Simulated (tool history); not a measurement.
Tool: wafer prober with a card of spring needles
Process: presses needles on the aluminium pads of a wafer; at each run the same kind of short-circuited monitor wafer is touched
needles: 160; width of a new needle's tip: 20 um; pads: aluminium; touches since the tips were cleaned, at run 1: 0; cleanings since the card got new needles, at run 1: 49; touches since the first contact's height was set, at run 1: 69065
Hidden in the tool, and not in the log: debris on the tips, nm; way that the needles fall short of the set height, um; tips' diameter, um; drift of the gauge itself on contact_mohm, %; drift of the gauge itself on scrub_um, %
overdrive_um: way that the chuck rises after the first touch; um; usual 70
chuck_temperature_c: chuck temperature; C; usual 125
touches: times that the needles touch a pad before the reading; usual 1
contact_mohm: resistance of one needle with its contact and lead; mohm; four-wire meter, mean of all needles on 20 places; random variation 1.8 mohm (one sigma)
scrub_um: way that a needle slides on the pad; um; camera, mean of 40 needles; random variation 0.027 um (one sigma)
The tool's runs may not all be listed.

| run | hour | overdrive_um | chuck_temperature_c | touches | touches since the tips were cleaned | cleanings since the card got new needles | touches since the first contact's height was set | contact_mohm | scrub_um |
|---|---|---|---|---|---|---|---|---|---|
| 1 | 0 | 70 | 125 | 1 | 0 | 49 | 69065 | 196 | 16.49 |
| 2 | 10.6 | 70 | 125 | 1 | 3867 | 49 | 72932 | 194 | 16.53 |
|  | 12 | tips cleaned on abrasive film |
|  | 23.8 | tips cleaned on abrasive film |
| 3 | 27.4 | 70 | 125 | 1 | 1309 | 51 | 78976 | 193 | 16.56 |
|  | 35.6 | tips cleaned on abrasive film |
| 4 | 44.3 | 70 | 125 | 1 | 3155 | 52 | 85099 | 192 | 16.66 |
|  | 47.1 | tips cleaned on abrasive film |
|  | 47.4 | height of the first contact set anew |
|  | 59.5 | tips cleaned on abrasive film |
| 5 | 59.8 | 70 | 125 | 1 | 98 | 54 | 4458 | 195 | 16.64 |
|  | 71.8 | tips cleaned on abrasive film |
| 6 | 76.2 | 70 | 125 | 1 | 1596 | 55 | 10410 | 196 | 16.63 |
|  | 84 | tips cleaned on abrasive film |
| 7 | 88.7 | 70 | 125 | 1 | 1737 | 56 | 14945 | 194 | 16.66 |
|  | 96.7 | tips cleaned on abrasive film |
| 8 | 101.7 | 70 | 125 | 1 | 1813 | 57 | 19643 | 196 | 16.75 |
|  | 108.6 | tips cleaned on abrasive film |
| 9 | 118.4 | 70 | 125 | 3 | 3588 | 58 | 25696 | 191 | 16.74 |
|  | 120.1 | tips cleaned on abrasive film |
|  | 132.4 | tips cleaned on abrasive film |
| 10 | 132.7 | 70 | 125 | 3 | 85 | 60 | 30810 | 189 | 16.7 |
| 11 | 139.8 | 70 | 125 | 1 | 2686 | 60 | 33411 | 191 | 16.73 |
|  | 144.7 | tips cleaned on abrasive film |
| 12 | 148.8 | 70 | 125 | 1 | 1462 | 61 | 36641 | 193 | 16.81 |
|  | 156.6 | tips cleaned on abrasive film |
| 13 | 162.2 | 70 | 125 | 1 | 2066 | 62 | 41514 | 194 | 16.73 |
|  | 169.2 | tips cleaned on abrasive film |
| 14 | 170.5 | 70 | 125 | 1 | 482 | 63 | 44487 | 196 | 16.75 |
|  | 181.3 | tips cleaned on abrasive film |
| 15 | 187.5 | 70 | 125 | 1 | 2273 | 64 | 50673 | 190 | 16.83 |
|  | 193.9 | tips cleaned on abrasive film |
| 16 | 204.2 | 70 | 125 | 1 | 3760 | 65 | 56722 | 192 | 16.85 |
|  | 205.6 | tips cleaned on abrasive film |
|  | 217.5 | tips cleaned on abrasive film |
| 17 | 220.2 | 70 | 125 | 3 | 964 | 67 | 62462 | 193 | 16.89 |
|  | 222.2 | gauge calibrated |
|  | 230.2 | tips cleaned on abrasive film |
| 18 | 232.2 | 70 | 125 | 3 | 729 | 68 | 66801 | 188 | 16.56 |
|  | 242.6 | tips cleaned on abrasive film |
| 19 | 248.4 | 77 | 45 | 3 | 2102 | 69 | 72661 | 175 | 18.26 |
|  | 255.1 | tips cleaned on abrasive film |
| 20 | 262.5 | 86 | 45 | 2 | 2692 | 70 | 77780 | 174 | 20.37 |
|  | 267.7 | tips cleaned on abrasive film |
| 21 | 275.7 | 56 | 73 | 2 | 2923 | 71 | 82563 | 190 | 13.31 |
|  | 280 | tips cleaned on abrasive film |
|  | 286.3 | height of the first contact set anew |
| 22 | 286.4 | 70 | 125 | 2 | 2217 | 72 | 17 | 193 | 16.66 |
|  | 292.3 | tips cleaned on abrasive film |
| 23 | 295.3 | 80 | 60 | 2 | 1097 | 73 | 3241 | 176 | 19 |
|  | 304 | tips cleaned on abrasive film |
| 24 | 308.1 | 74 | 103 | 2 | 1490 | 74 | 7851 | 186 | 17.61 |
|  | 316.9 | tips cleaned on abrasive film |
| 25 | 322.1 | 82 | 103 | 1 | 1912 | 75 | 12933 | 187 | 19.57 |
|  | 328.9 | tips cleaned on abrasive film |
| 26 | 329.5 | 82 | 103 | 1 | 230 | 76 | 15612 | 187 | 19.53 |
|  | 340.7 | tips cleaned on abrasive film |
| 27 | 342.6 | 70 | 59 | 1 | 694 | 77 | 20347 | 180 | 16.7 |
| 28 | 350.8 | 70 | 59 | 1 | 3680 | 77 | 23333 | 181 | 16.75 |
|  | 352.3 | tips cleaned on abrasive film |
| 29 | 358 | 70 | 45 | 1 | 2047 | 78 | 25893 | 179 | 16.77 |
|  | 364.3 | tips cleaned on abrasive film |
| 30 | 367.7 | 55 | 66 | 2 | 1272 | 79 | 29426 | 186 | 13.12 |
| 31 | 374.8 | 75 | 105 | 3 | 3829 | 79 | 31983 | 189 | 17.96 |
|  | 375.8 | tips cleaned on abrasive film |
|  | 387.7 | tips cleaned on abrasive film |
| 32 | 391.9 | 66 | 105 | 3 | 1509 | 81 | 38149 | 191 | 15.81 |
|  | 400.3 | tips cleaned on abrasive film |
| 33 | 403.9 | 63 | 73 | 1 | 1307 | 82 | 42510 | 183 | 15.12 |

Some steps in scrub_um between neighbouring runs. How much of each would the tool show without its hidden state too (settings, what came in, random variation), and how much is left for the hidden state, with any gauge scatter that isn't in both results?
Run 17 -> 18: gauge calibrated, tips cleaned on abrasive film. scrub_um -0.33 um: hidden state -0.31, all else -0.02.
Run 20 -> 21: overdrive_um 86 -> 56, chuck_temperature_c 45 -> 73, tips cleaned on abrasive film. scrub_um -7.06 um: hidden state -0.01, all else -7.05.
Run 21 -> 22: overdrive_um 56 -> 70, chuck_temperature_c 73 -> 125, tips cleaned on abrasive film, height of the first contact set anew. scrub_um +3.35 um: hidden state +0.04, all else +3.31.
Run 29 -> 30: overdrive_um 70 -> 55, chuck_temperature_c 45 -> 66, touches 1 -> 2, tips cleaned on abrasive film. scrub_um -3.65 um: hidden state -0.03, all else -3.62.
Run 30 -> 31: overdrive_um 55 -> 75, chuck_temperature_c 66 -> 105, touches 2 -> 3. scrub_um +4.84 um: hidden state +0.07, all else +4.77.

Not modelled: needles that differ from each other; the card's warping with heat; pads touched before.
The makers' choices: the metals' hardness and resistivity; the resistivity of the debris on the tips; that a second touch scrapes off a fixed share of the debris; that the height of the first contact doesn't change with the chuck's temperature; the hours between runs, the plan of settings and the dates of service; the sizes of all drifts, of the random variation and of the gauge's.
